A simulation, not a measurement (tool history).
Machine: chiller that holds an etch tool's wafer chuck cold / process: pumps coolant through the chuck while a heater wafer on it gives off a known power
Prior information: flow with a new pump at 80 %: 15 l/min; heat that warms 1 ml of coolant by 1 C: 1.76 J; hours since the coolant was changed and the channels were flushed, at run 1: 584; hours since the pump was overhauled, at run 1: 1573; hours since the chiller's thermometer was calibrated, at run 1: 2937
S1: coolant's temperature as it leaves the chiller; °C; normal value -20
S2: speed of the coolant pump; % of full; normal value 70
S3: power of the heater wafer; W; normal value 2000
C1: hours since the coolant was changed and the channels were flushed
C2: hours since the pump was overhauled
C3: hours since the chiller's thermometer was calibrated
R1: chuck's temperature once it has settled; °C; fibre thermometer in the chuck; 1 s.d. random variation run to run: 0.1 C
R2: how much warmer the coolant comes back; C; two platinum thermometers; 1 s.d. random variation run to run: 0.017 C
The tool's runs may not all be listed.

run 1 hour=0.0 | S1=-20 S2=70 S3=2000 | C1=584 C2=1573 C3=2937 | R1=-0.3 R2=5.36
run 2 hour=27.8 | S1=-20 S2=67 S3=2000 | C1=612 C2=1600 C3=2965 | R1=0.4 R2=5.60
run 3 hour=49.4 | S1=-15 S2=70 S3=2000 | C1=633 C2=1622 C3=2987 | R1=4.6 R2=5.31
run 4 hour=67.1 | S1=-15 S2=70 S3=2000 | C1=651 C2=1640 C3=3004 | R1=4.8 R2=5.33
run 5 hour=95.0 | S1=-15 S2=70 S3=2000 | C1=679 C2=1668 C3=3032 | R1=4.8 R2=5.34
run 6 hour=134.1 | S1=-20 S2=70 S3=2000 | C1=718 C2=1707 C3=3071 | R1=0.1 R2=5.32
run 7 hour=154.3 | S1=-20 S2=70 S3=2000 | C1=738 C2=1727 C3=3092 | R1=-0.1 R2=5.33
run 8 hour=186.0 | S1=-20 S2=70 S3=2000 | C1=770 C2=1759 C3=3123 | R1=-0.1 R2=5.33
run 9 hour=228.3 | S1=-20 S2=85 S3=2000 | C1=812 C2=1801 C3=3166 | R1=-3.0 R2=4.32
run 10 hour=253.9 | S1=-20 S2=85 S3=2000 | C1=838 C2=1826 C3=3191 | R1=-3.1 R2=4.36
run 11 hour=280.5 | S1=-13 S2=70 S3=2000 | C1=865 C2=1853 C3=3218 | R1=7.1 R2=5.35
run 12 hour=310.7 | S1=-20 S2=80 S3=2000 | C1=895 C2=1883 C3=3248 | R1=-2.2 R2=4.62
run 13 hour=328.6 | S1=-20 S2=72 S3=2000 | C1=913 C2=1901 C3=3266 | R1=-0.5 R2=5.19
run 14 hour=346.6 | S1=-20 S2=72 S3=2000 | C1=931 C2=1919 C3=3284 | R1=-0.5 R2=5.15
run 15 hour=384.7 | S1=-20 S2=72 S3=2000 | C1=969 C2=1957 C3=3322 | R1=-0.4 R2=5.19
run 16 hour=416.9 | S1=-20 S2=72 S3=2000 | C1=1001 C2=1989 C3=3354 | R1=-0.4 R2=5.17
run 17 hour=439.6 | S1=-14 S2=72 S3=2000 | C1=1024 C2=2012 C3=3377 | R1=5.6 R2=5.20
run 18 hour=472.6 | S1=-20 S2=70 S3=1148 | C1=1057 C2=2045 C3=3410 | R1=-8.2 R2=3.08
run 19 hour=500.2 | S1=-18 S2=70 S3=1255 | C1=1084 C2=2073 C3=3437 | R1=-5.1 R2=3.38
run 20 hour=539.1 | S1=-22 S2=70 S3=1255 | C1=1123 C2=2112 C3=3476 | R1=-9.3 R2=3.37
-- hour=548.0 coolant pump overhauled
run 21 hour=581.5 | S1=-12 S2=70 S3=2553 | C1=1160 C2=34 C3=3514 | R1=13.8 R2=6.91
run 22 hour=601.2 | S1=-12 S2=77 S3=1456 | C1=1180 C2=53 C3=3534 | R1=1.8 R2=3.58
run 23 hour=627.4 | S1=-15 S2=87 S3=1456 | C1=1206 C2=79 C3=3560 | R1=-2.5 R2=3.18
run 24 hour=650.3 | S1=-15 S2=87 S3=1456 | C1=1229 C2=102 C3=3583 | R1=-2.5 R2=3.12
run 25 hour=691.8 | S1=-15 S2=87 S3=1456 | C1=1271 C2=144 C3=3624 | R1=-2.6 R2=3.13
-- hour=725.8 coolant pump overhauled, once more
run 26 hour=739.0 | S1=-15 S2=87 S3=1456 | C1=1313 C2=13 C3=3666 | R1=-2.7 R2=3.05
run 27 hour=775.0 | S1=-15 S2=67 S3=1456 | C1=1349 C2=49 C3=3702 | R1=0.1 R2=4.04
run 28 hour=807.9 | S1=-14 S2=77 S3=2966 | C1=1382 C2=82 C3=3735 | R1=13.5 R2=7.05

Run 29, settings as shown, results not yet in. Your forecast:
run 29 hour=832.0 | S1=-16 S2=98 S3=2006 | C1=1406 C2=106 C3=3759 | R1=? R2=?

For run 29 the tool returned R1 -0.8 °C, R2 3.71 C.
The same run, on a tool lacking any hidden state, would have yielded R1 -1.9 °C, R2 3.70 C.
